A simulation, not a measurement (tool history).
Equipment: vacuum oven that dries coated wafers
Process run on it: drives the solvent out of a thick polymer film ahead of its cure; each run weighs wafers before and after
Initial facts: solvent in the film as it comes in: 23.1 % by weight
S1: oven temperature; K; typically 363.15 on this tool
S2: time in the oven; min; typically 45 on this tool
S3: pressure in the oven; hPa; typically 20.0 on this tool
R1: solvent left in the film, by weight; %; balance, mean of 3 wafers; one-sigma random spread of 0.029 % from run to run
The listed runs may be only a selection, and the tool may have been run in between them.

run,hour,S1,S2,S3,R1
1,0.0,363.15,45,20.0,2.33
2,11.4,363.15,45,20.0,2.28
3,18.0,363.15,45,20.0,2.36
4,26.0,363.15,45,20.0,2.34
5,37.8,363.15,45,26.6,2.84
6,49.5,363.15,45,26.6,2.88
7,60.1,363.15,45,26.6,2.82
8,73.4,363.15,45,26.6,2.82
9,82.5,363.15,45,26.6,2.83
10,88.8,363.15,45,26.6,2.86
11,94.5,363.15,45,20.0,2.30
12,104.6,363.15,45,20.0,2.34
13,115.7,363.15,52,20.0,2.06
14,125.1,363.15,45,20.0,2.35
15,138.2,363.15,45,20.0,2.34

Forecast run 16:
16,145.7,363.15,45,20.0,?

{"run 16": {"R1": 2.36}}
Take away the tool's hidden state, keep the run-to-run variation as it was, and the same run would have given R1 2.47 %.
